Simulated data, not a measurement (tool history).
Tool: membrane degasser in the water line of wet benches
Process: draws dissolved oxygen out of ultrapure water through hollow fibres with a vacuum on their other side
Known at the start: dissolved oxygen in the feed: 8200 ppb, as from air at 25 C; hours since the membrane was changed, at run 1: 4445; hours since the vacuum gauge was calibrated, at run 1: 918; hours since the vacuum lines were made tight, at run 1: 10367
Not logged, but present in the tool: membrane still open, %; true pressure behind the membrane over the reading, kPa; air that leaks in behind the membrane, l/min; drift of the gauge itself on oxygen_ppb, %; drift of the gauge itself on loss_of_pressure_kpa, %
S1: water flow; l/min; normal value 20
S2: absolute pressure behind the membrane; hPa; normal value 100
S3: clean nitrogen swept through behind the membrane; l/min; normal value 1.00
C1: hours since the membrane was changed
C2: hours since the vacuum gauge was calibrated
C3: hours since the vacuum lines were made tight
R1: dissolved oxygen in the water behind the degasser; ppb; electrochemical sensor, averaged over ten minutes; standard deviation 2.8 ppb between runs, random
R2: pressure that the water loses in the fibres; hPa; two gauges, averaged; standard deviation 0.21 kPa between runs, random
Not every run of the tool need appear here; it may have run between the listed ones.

run,day,S1,S2,S3,C1,C2,C3,R1,R2
1,0.000,20,100,1.00,4445,918,10367,369.2,504.4
2,2.467,20,100,1.00,4504,978,10426,375.9,502.7
3,6.629,20,100,1.00,4604,1078,10526,372.1,505.8
4,9.938,20,100,1.00,4684,1157,10605,375.6,506.6
5,13.017,23,100,1.00,4758,1231,10679,438.0,576.7
# day 16.654: seals of the vacuum lines changed
6,17.383,16,100,1.00,4861,1334,18,284.7,407.3
7,19.596,20,100,0.73,4914,1387,71,464.6,507.2
8,21.696,27,100,1.00,4964,1437,121,528.7,681.5
9,26.300,27,100,1.29,5074,1548,232,461.0,685.7
10,29.633,27,100,1.29,5155,1628,312,465.6,684.7
# day 29.992: vacuum gauge calibrated
11,32.542,20,100,1.00,5224,61,381,370.1,511.2
12,35.392,20,73,1.00,5292,130,449,254.3,505.8
13,40.038,20,73,1.00,5404,241,561,258.8,510.3
14,42.825,26,73,1.00,5471,308,628,373.7,657.1
# day 44.200: vacuum gauge calibrated, once more
15,46.483,20,91,1.00,5558,55,715,341.4,509.8
16,50.762,20,91,1.00,5661,158,818,335.9,507.4
17,54.800,20,100,0.92,5757,254,915,393.3,509.7
18,59.604,20,100,0.92,5873,370,1030,390.1,506.9
19,63.788,19,113,2.09,5973,470,1130,243.6,481.7
20,66.871,19,142,2.09,6047,544,1204,304.1,482.4
21,68.858,19,109,2.09,6095,592,1252,236.6,485.2
22,72.517,23,78,0.78,6183,680,1340,394.0,585.8
23,75.800,23,79,0.45,6261,758,1419,547.8,586.1
24,79.417,23,79,0.45,6348,845,1505,547.0,584.3
25,81.725,24,86,1.21,6404,901,1561,362.4,612.6
26,86.100,24,86,1.21,6509,1006,1666,366.2,614.3
27,89.175,18,100,1.24,6582,1079,1740,286.3,458.6
28,91.542,20,100,0.44,6639,1136,1796,657.9,506.6
29,93.679,18,173,1.09,6691,1188,1848,561.3,459.3
30,97.783,16,104,0.85,6789,1286,1946,343.8,410.5
31,102.262,21,104,0.85,6897,1394,2054,468.3,539.5
32,105.288,28,139,0.52,6969,1466,2126,1152.5,710.4
33,110.142,28,139,0.52,7086,1583,2243,1154.4,721.2

Predict each of these 3 candidate next runs independently; none follows another, all start after run 33:
A,112.200,23,139,0.52,7135,1632,2292,?,?
B,112.200,32,139,1.07,7135,1632,2292,?,?
C,112.200,16,216,1.04,7135,1632,2292,?,?

run,R1,R2
A,968.9,587.5
B,866.5,815.6
C,654.5,410.7
Take away the tool's hidden state, keep each run's random variation, and the runs would have read:
run,R1,R2
A,941.1,563.2
B,827.2,781.9
C,639.4,393.8

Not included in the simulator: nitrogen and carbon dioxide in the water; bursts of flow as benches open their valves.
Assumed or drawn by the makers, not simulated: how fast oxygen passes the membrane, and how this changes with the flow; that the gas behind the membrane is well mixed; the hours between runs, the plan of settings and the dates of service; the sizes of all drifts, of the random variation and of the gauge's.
